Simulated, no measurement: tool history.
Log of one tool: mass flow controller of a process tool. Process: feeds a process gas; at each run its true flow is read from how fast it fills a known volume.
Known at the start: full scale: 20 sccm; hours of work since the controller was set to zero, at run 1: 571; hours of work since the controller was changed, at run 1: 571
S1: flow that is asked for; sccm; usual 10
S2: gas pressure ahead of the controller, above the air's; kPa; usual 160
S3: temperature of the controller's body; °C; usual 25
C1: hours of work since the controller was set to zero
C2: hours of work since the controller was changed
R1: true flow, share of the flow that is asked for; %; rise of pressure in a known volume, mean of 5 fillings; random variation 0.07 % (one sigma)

| run | hour | S1 | S2 | S3 | C1 | C2 | R1 |
|---|---|---|---|---|---|---|---|
| 1 | 0.0 | 10 | 160 | 25 | 571 | 571 | 99.18 |
| 2 | 78.3 | 10 | 160 | 25 | 607 | 607 | 99.24 |
| 3 | 142.1 | 10 | 160 | 25 | 637 | 637 | 99.39 |
| 4 | 217.2 | 10 | 160 | 25 | 672 | 672 | 99.39 |
| 5 | 337.7 | 10 | 219 | 25 | 728 | 728 | 99.74 |
| 6 | 405.8 | 10 | 219 | 25 | 760 | 760 | 99.74 |
| 7 | 493.4 | 10 | 160 | 25 | 801 | 801 | 99.15 |
| 8 | 554.0 | 10 | 160 | 30 | 829 | 829 | 99.68 |
| 9 | 606.5 | 10 | 181 | 25 | 853 | 853 | 99.43 |
| 10 | 724.5 | 10 | 181 | 25 | 908 | 908 | 99.48 |
| 11 | 814.8 | 19 | 160 | 25 | 950 | 950 | 99.71 |
| 12 | 909.2 | 19 | 160 | 25 | 994 | 994 | 99.70 |
| 13 | 1028.8 | 19 | 160 | 25 | 1050 | 1050 | 99.71 |
| 14 | 1145.0 | 10 | 160 | 25 | 1104 | 1104 | 99.24 |
| 15 | 1242.5 | 10 | 160 | 25 | 1150 | 1150 | 99.24 |
| 16 | 1323.8 | 10 | 160 | 25 | 1188 | 1188 | 99.37 |
| 17 | 1409.1 | 10 | 160 | 25 | 1227 | 1227 | 99.19 |
| 18 | 1505.5 | 18 | 165 | 23 | 1272 | 1272 | 99.60 |
| 19 | 1584.0 | 18 | 165 | 23 | 1309 | 1309 | 99.62 |
| 20 | 1655.1 | 18 | 165 | 23 | 1342 | 1342 | 99.58 |
| 21 | 1753.4 | 2 | 207 | 23 | 1388 | 1388 | 100.95 |
| 22 | 1851.3 | 2 | 207 | 23 | 1433 | 1433 | 100.89 |
| 23 | 1950.4 | 19 | 157 | 21 | 1480 | 1480 | 99.44 |
| 24 | 2006.5 | 20 | 218 | 33 | 1506 | 1506 | 100.54 |
| 25 | 2122.2 | 10 | 160 | 24 | 1560 | 1560 | 99.36 |
| 26 | 2226.6 | 5 | 221 | 29 | 1608 | 1608 | 100.36 |
| 27 | 2343.6 | 10 | 160 | 26 | 1663 | 1663 | 99.49 |
| 28 | 2419.7 | 19 | 176 | 27 | 1698 | 1698 | 100.04 |
| 29 | 2531.9 | 19 | 176 | 27 | 1750 | 1750 | 100.05 |
| 30 | 2612.7 | 19 | 176 | 27 | 1788 | 1788 | 100.04 |
| 31 | 2733.4 | 19 | 176 | 27 | 1844 | 1844 | 99.89 |
| 32 | 2808.6 | 7 | 183 | 25 | 1879 | 1879 | 99.72 |
| 33 | 2892.7 | 7 | 152 | 40 | 1919 | 1919 | 100.31 |
| 34 | 2958.0 | 4 | 176 | 25 | 1949 | 1949 | 100.22 |

Pick out some run-to-run changes in R1. Of each, how much would a tool without hidden state show as well, from the settings, what came in and chance, and how much is left for the hidden state and any gauge scatter not in both results compared?
The hidden state here: flow at rest that the sensor doesn't see, % of full scale; true flow over the shown one, %; drift of the gauge itself on true_pct, %.
Run 20 -> 21: S1 18 -> 2, S2 165 -> 207. R1 +1.37 %: hidden state +1.96, all else -0.59.
Run 22 -> 23: S1 2 -> 19, S2 207 -> 157, S3 23 -> 21. R1 -1.45 %: hidden state -2.03, all else +0.58.
Run 24 -> 25: S1 20 -> 10, S2 218 -> 160, S3 33 -> 24. R1 -1.18 %: hidden state +0.25, all else -1.43.
Run 33 -> 34: S1 7 -> 4, S2 152 -> 176, S3 40 -> 25. R1 -0.09 %: hidden state +0.65, all else -0.74.
